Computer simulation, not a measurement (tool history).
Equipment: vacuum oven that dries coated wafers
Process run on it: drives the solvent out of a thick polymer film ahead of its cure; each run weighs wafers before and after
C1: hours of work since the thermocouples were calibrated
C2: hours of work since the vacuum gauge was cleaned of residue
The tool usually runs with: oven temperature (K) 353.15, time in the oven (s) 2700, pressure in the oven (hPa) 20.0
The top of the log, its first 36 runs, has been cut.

run 37 hour=296.6 | oven_temperature_(K)=353.15 time_in_the_oven_(s)=2700 pressure_in_the_oven_(hPa)=63.4 | C1=103 C2=343 | solvent_left_in_the_film_(%)=4.11
run 38 hour=302.5 | oven_temperature_(K)=345.15 time_in_the_oven_(s)=1860 pressure_in_the_oven_(hPa)=67.4 | C1=107 C2=347 | solvent_left_in_the_film_(%)=8.65
run 39 hour=311.9 | oven_temperature_(K)=345.15 time_in_the_oven_(s)=1860 pressure_in_the_oven_(hPa)=67.4 | C1=114 C2=354 | solvent_left_in_the_film_(%)=8.64
run 40 hour=322.0 | oven_temperature_(K)=351.15 time_in_the_oven_(s)=3420 pressure_in_the_oven_(hPa)=47.5 | C1=121 C2=361 | solvent_left_in_the_film_(%)=3.21
run 41 hour=331.7 | oven_temperature_(K)=363.15 time_in_the_oven_(s)=1920 pressure_in_the_oven_(hPa)=47.5 | C1=128 C2=368 | solvent_left_in_the_film_(%)=2.29
run 42 hour=337.5 | oven_temperature_(K)=363.15 time_in_the_oven_(s)=1920 pressure_in_the_oven_(hPa)=47.5 | C1=132 C2=372 | solvent_left_in_the_film_(%)=2.24
run 43 hour=348.1 | oven_temperature_(K)=346.15 time_in_the_oven_(s)=1320 pressure_in_the_oven_(hPa)=13.4 | C1=140 C2=379 | solvent_left_in_the_film_(%)=7.90
run 44 hour=354.2 | oven_temperature_(K)=346.15 time_in_the_oven_(s)=1320 pressure_in_the_oven_(hPa)=13.4 | C1=144 C2=383 | solvent_left_in_the_film_(%)=7.84
run 45 hour=362.3 | oven_temperature_(K)=363.15 time_in_the_oven_(s)=1680 pressure_in_the_oven_(hPa)=33.8 | C1=149 C2=389 | solvent_left_in_the_film_(%)=2.25
run 46 hour=367.3 | oven_temperature_(K)=363.15 time_in_the_oven_(s)=1680 pressure_in_the_oven_(hPa)=33.8 | C1=153 C2=393 | solvent_left_in_the_film_(%)=2.26
run 47 hour=377.7 | oven_temperature_(K)=357.15 time_in_the_oven_(s)=2700 pressure_in_the_oven_(hPa)=20.0 | C1=160 C2=400 | solvent_left_in_the_film_(%)=1.59

Alternative continuations, all from the tool just after run 47; predict every row:
run A hour=388.4 | oven_temperature_(K)=367.15 time_in_the_oven_(s)=3960 pressure_in_the_oven_(hPa)=47.9 | C1=168 C2=408 | solvent_left_in_the_film_(%)=?
run B hour=388.4 | oven_temperature_(K)=366.15 time_in_the_oven_(s)=2040 pressure_in_the_oven_(hPa)=20.0 | C1=168 C2=408 | solvent_left_in_the_film_(%)=?
run C hour=388.4 | oven_temperature_(K)=343.15 time_in_the_oven_(s)=2700 pressure_in_the_oven_(hPa)=20.0 | C1=168 C2=408 | solvent_left_in_the_film_(%)=?
run D hour=388.4 | oven_temperature_(K)=357.15 time_in_the_oven_(s)=2700 pressure_in_the_oven_(hPa)=15.5 | C1=168 C2=408 | solvent_left_in_the_film_(%)=?

run=A solvent_left_in_the_film_(%)=1.24
run=B solvent_left_in_the_film_(%)=1.00
run=C solvent_left_in_the_film_(%)=5.26
run=D solvent_left_in_the_film_(%)=1.42
Without the tool's unlogged condition, the same runs would have read:
run=A solvent_left_in_the_film_(%)=1.20
run=B solvent_left_in_the_film_(%)=0.93
run=C solvent_left_in_the_film_(%)=5.08
run=D solvent_left_in_the_film_(%)=1.33

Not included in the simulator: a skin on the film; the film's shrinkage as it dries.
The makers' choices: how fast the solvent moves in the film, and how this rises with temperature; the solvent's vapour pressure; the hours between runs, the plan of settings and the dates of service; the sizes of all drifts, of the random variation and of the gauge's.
